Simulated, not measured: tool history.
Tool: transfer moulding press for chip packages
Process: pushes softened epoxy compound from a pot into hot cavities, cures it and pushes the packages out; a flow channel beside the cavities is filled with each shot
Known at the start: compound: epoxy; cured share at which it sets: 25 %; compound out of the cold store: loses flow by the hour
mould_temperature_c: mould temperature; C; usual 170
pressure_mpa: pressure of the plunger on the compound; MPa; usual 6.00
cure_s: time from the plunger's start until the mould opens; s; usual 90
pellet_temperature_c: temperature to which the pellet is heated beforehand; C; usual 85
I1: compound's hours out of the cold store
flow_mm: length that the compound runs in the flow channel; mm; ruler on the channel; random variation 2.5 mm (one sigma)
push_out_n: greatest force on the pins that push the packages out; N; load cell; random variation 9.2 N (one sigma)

run 1 hour=0.0 | mould_temperature_c=170 pressure_mpa=6.00 cure_s=90 pellet_temperature_c=85 | I1=41.2 | flow_mm=581 push_out_n=742
-- hour=13.1 cavities cleaned with cleaning compound and waxed
run 2 hour=39.6 | mould_temperature_c=170 pressure_mpa=6.00 cure_s=90 pellet_temperature_c=78 | I1=24.9 | flow_mm=607 push_out_n=833
run 3 hour=62.2 | mould_temperature_c=170 pressure_mpa=6.00 cure_s=90 pellet_temperature_c=78 | I1=38.9 | flow_mm=578 push_out_n=828
-- hour=81.2 cavities cleaned with cleaning compound and waxed
run 4 hour=91.7 | mould_temperature_c=170 pressure_mpa=6.00 cure_s=90 pellet_temperature_c=82 | I1=8.5 | flow_mm=627 push_out_n=593
run 5 hour=119.4 | mould_temperature_c=170 pressure_mpa=6.00 cure_s=90 pellet_temperature_c=82 | I1=22.1 | flow_mm=595 push_out_n=760
-- hour=140.5 plunger's sealing rings changed
-- hour=151.4 cavities cleaned with cleaning compound and waxed
run 6 hour=156.8 | mould_temperature_c=170 pressure_mpa=6.00 cure_s=90 pellet_temperature_c=85 | I1=11.8 | flow_mm=658 push_out_n=512
run 7 hour=197.4 | mould_temperature_c=170 pressure_mpa=6.00 cure_s=90 pellet_temperature_c=85 | I1=21.8 | flow_mm=636 push_out_n=749
-- hour=222.2 cavities cleaned with cleaning compound and waxed
run 8 hour=237.7 | mould_temperature_c=170 pressure_mpa=6.00 cure_s=90 pellet_temperature_c=85 | I1=44.7 | flow_mm=591 push_out_n=600
-- hour=265.8 cavities cleaned with cleaning compound and waxed, once more
run 9 hour=285.1 | mould_temperature_c=175 pressure_mpa=6.00 cure_s=90 pellet_temperature_c=85 | I1=21.8 | flow_mm=611 push_out_n=521
run 10 hour=304.1 | mould_temperature_c=175 pressure_mpa=6.00 cure_s=90 pellet_temperature_c=85 | I1=40.7 | flow_mm=576 push_out_n=596
-- hour=334.5 cavities cleaned with cleaning compound and waxed
run 11 hour=347.4 | mould_temperature_c=170 pressure_mpa=6.00 cure_s=90 pellet_temperature_c=85 | I1=9.4 | flow_mm=638 push_out_n=607
run 12 hour=367.1 | mould_temperature_c=170 pressure_mpa=6.02 cure_s=90 pellet_temperature_c=85 | I1=10.2 | flow_mm=638 push_out_n=746
-- hour=405.2 cavities cleaned with cleaning compound and waxed
run 13 hour=412.4 | mould_temperature_c=170 pressure_mpa=6.00 cure_s=90 pellet_temperature_c=85 | I1=15.5 | flow_mm=616 push_out_n=566
run 14 hour=433.7 | mould_temperature_c=174 pressure_mpa=6.00 cure_s=90 pellet_temperature_c=85 | I1=27.3 | flow_mm=587 push_out_n=579
-- hour=473.0 cavities cleaned with cleaning compound and waxed
run 15 hour=477.4 | mould_temperature_c=174 pressure_mpa=6.69 cure_s=102 pellet_temperature_c=85 | I1=17.6 | flow_mm=629 push_out_n=381
run 16 hour=498.4 | mould_temperature_c=174 pressure_mpa=6.69 cure_s=102 pellet_temperature_c=84 | I1=13.2 | flow_mm=634 push_out_n=531
-- hour=509.2 plunger's sealing rings changed
run 17 hour=530.3 | mould_temperature_c=174 pressure_mpa=6.60 cure_s=102 pellet_temperature_c=86 | I1=46.4 | flow_mm=613 push_out_n=621
-- hour=546.8 cavities cleaned with cleaning compound and waxed
run 18 hour=571.2 | mould_temperature_c=173 pressure_mpa=5.11 cure_s=113 pellet_temperature_c=78 | I1=21.4 | flow_mm=583 push_out_n=511
-- hour=614.4 cavities cleaned with cleaning compound and waxed
run 19 hour=614.4 | mould_temperature_c=173 pressure_mpa=5.11 cure_s=113 pellet_temperature_c=78 | I1=32.6 | flow_mm=560 push_out_n=353
run 20 hour=637.9 | mould_temperature_c=175 pressure_mpa=7.27 cure_s=126 pellet_temperature_c=85 | I1=14.4 | flow_mm=692 push_out_n=520
run 21 hour=680.3 | mould_temperature_c=175 pressure_mpa=5.54 cure_s=89 pellet_temperature_c=85 | I1=34.5 | flow_mm=565 push_out_n=693
-- hour=686.0 cavities cleaned with cleaning compound and waxed
run 22 hour=708.7 | mould_temperature_c=175 pressure_mpa=5.54 cure_s=89 pellet_temperature_c=85 | I1=31.3 | flow_mm=568 push_out_n=536
run 23 hour=731.7 | mould_temperature_c=175 pressure_mpa=5.54 cure_s=89 pellet_temperature_c=85 | I1=28.5 | flow_mm=563 push_out_n=640
-- hour=753.7 cavities cleaned with cleaning compound and waxed
run 24 hour=761.1 | mould_temperature_c=168 pressure_mpa=5.09 cure_s=79 pellet_temperature_c=85 | I1=43.2 | flow_mm=531 push_out_n=842
run 25 hour=794.7 | mould_temperature_c=168 pressure_mpa=5.09 cure_s=79 pellet_temperature_c=85 | I1=28.2 | flow_mm=551 push_out_n=1190
-- hour=824.1 cavities cleaned with cleaning compound and waxed
run 26 hour=828.9 | mould_temperature_c=167 pressure_mpa=5.86 cure_s=74 pellet_temperature_c=83 | I1=31.3 | flow_mm=585 push_out_n=1068
run 27 hour=865.3 | mould_temperature_c=173 pressure_mpa=5.80 cure_s=80 pellet_temperature_c=93 | I1=41.8 | flow_mm=544 push_out_n=772
-- hour=873.3 plunger's sealing rings changed
-- hour=894.4 cavities cleaned with cleaning compound and waxed
run 28 hour=911.7 | mould_temperature_c=175 pressure_mpa=6.65 cure_s=80 pellet_temperature_c=80 | I1=35.5 | flow_mm=637 push_out_n=612

4 ways to go on from here, each from the tool as it stands after run 28. What would each give?
run A hour=950.4 | mould_temperature_c=175 pressure_mpa=6.65 cure_s=80 pellet_temperature_c=89 | I1=28.1 | flow_mm=? push_out_n=?
run B hour=950.4 | mould_temperature_c=175 pressure_mpa=5.65 cure_s=91 pellet_temperature_c=80 | I1=43.5 | flow_mm=? push_out_n=?
run C hour=950.4 | mould_temperature_c=175 pressure_mpa=6.00 cure_s=91 pellet_temperature_c=81 | I1=14.1 | flow_mm=? push_out_n=?
run D hour=950.4 | mould_temperature_c=170 pressure_mpa=6.00 cure_s=90 pellet_temperature_c=89 | I1=12.7 | flow_mm=? push_out_n=?

run=A flow_mm=643 push_out_n=736
run=B flow_mm=567 push_out_n=648
run=C flow_mm=638 push_out_n=674
run=D flow_mm=658 push_out_n=835
Without the tool's hidden state the same runs would have given:
run=A flow_mm=649 push_out_n=384
run=B flow_mm=572 push_out_n=350
run=C flow_mm=644 push_out_n=362
run=D flow_mm=664 push_out_n=427
